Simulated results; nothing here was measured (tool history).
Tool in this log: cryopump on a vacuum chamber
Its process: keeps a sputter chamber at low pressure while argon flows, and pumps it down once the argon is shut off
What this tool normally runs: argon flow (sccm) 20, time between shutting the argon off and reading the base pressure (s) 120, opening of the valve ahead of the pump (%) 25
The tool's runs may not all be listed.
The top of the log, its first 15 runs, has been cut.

run   hour  argon flow (sccm)  time between shutting the argon off and reading the base pressure (s)  opening of the valve ahead of the pump (%)  pressure while argon flows (Pa)  pressure after the wait (uPa)
 16  199.2                 20                                                                    107                                          25                           0.1186                           2.04
 17  209.9                 20                                                                    107                                          25                           0.1185                           1.98
 18  227.4                 13                                                                     25                                          16                           0.1205                           4.70
 19  237.0                 13                                                                     25                                          16                           0.1212                           4.70
 20  251.4                 28                                                                     23                                          34                           0.1231                           4.85
 21  265.5                 23                                                                     35                                          42                           0.0826                           3.68
 22  280.4                 23                                                                     35                                          42                           0.0824                           3.69
 23  292.7                 23                                                                     35                                          42                           0.0829                           3.68
 24  303.7                 23                                                                     35                                          42                           0.0831                           3.69
 25  321.8                 32                                                                     64                                          41                           0.1183                           2.64
 26  333.0                 32                                                                     64                                          41                           0.1170                           2.75
 27  344.0                 32                                                                     64                                          41                           0.1182                           2.65
 28  354.8                 32                                                                    234                                          36                           0.1333                           1.73
 29  369.6                 29                                                                    234                                          16                           0.2674                           1.74
 30  379.9                 29                                                                    234                                          16                           0.2717                           1.72
 31  394.8                 22                                                                    120                                          25                           0.1325                           2.12
 32  404.9                 15                                                                     60                                          18                           0.1235                           2.83
 33  421.3                 15                                                                     60                                          18                           0.1238                           2.88
 34  437.8                 20                                                                    120                                          45                           0.0675                           2.15

What if the next run were any one of these 3? Each begins from the tool's condition after run 34:
  A  454.8                 23                                                                    281                                          31                                ?                              ?
  B  454.8                 22                                                                    206                                          30                                ?                              ?
  C  454.8                 20                                                                     36                                          46                                ?                              ?

run  pressure while argon flows (Pa)  pressure after the wait (uPa)
  A                           0.1121                           1.78
  B                           0.1095                           1.91
  C                           0.0652                           3.74
With the hidden condition removed and each run's random variation left untouched, the same runs would have given:
run  pressure while argon flows (Pa)  pressure after the wait (uPa)
  A                           0.1088                           0.58
  B                           0.1063                           0.70
  C                           0.0623                           2.55
